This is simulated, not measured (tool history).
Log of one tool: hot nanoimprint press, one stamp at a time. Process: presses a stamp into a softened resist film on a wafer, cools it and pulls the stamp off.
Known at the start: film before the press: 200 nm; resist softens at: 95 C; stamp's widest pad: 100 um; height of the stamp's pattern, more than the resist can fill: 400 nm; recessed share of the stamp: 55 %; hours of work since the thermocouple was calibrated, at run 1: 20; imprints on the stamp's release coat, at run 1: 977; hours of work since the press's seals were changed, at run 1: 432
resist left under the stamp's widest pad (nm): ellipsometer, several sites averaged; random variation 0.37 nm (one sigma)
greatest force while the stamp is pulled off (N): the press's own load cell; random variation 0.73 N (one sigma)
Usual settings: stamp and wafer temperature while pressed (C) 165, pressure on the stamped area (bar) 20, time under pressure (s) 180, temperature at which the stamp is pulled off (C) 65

run	hour	stamp and wafer temperature while pressed (C)	pressure on the stamped area (bar)	time under pressure (s)	temperature at which the stamp is pulled off (C)	hours of work since the thermocouple was calibrated	imprints on the stamp's release coat	hours of work since the press's seals were changed	resist left under the stamp's widest pad (nm)	greatest force while the stamp is pulled off (N)
1	0.0	165	20	180	65	20	977	432	103.5	96.6
# hour 18.8: stamp cleaned and given a new release coat
2	18.8	165	20	180	65	29	0	441	103.8	96.6
3	33.6	165	20	180	65	40	68	451	103.4	97.2
4	54.6	165	20	180	65	54	165	466	104.1	96.4
5	82.6	165	20	108	65	74	293	486	123.4	95.6
6	107.8	165	20	108	65	92	409	503	123.5	96.2
7	137.9	165	20	142	65	113	547	525	112.4	97.2
8	160.9	177	20	180	65	129	652	541	64.2	97.1
9	177.0	165	20	180	65	141	726	552	102.7	96.2
10	196.4	165	20	180	71	154	815	566	104.3	80.5
11	212.0	165	20	180	71	165	887	577	103.8	78.9
12	226.0	165	20	180	61	175	951	587	103.9	108.1
# hour 252.2: stamp cleaned and given a new release coat
13	255.3	165	20	180	65	192	13	603	103.0	96.3
14	268.4	165	20	180	65	201	74	612	103.8	97.2
15	297.3	165	20	180	65	221	206	633	103.9	97.6
16	323.2	165	20	180	65	239	325	651	103.3	96.3
17	346.2	165	20	180	65	256	431	667	103.6	96.2
18	370.7	165	20	181	65	273	543	684	103.7	96.9
19	387.1	160	20	185	65	284	618	696	124.3	96.8
20	408.7	160	20	185	65	300	717	711	124.2	97.2

The next listed run, before its measurement:
21	429.0	157	20	185	56	314	810	725	?	?

resist left under the stamp's widest pad (nm): 136.9
greatest force while the stamp is pulled off (N): 120.3
Without the tool's hidden state the same run would have given resist left under the stamp's widest pad (nm) 137.1, greatest force while the stamp is pulled off (N) 120.0.
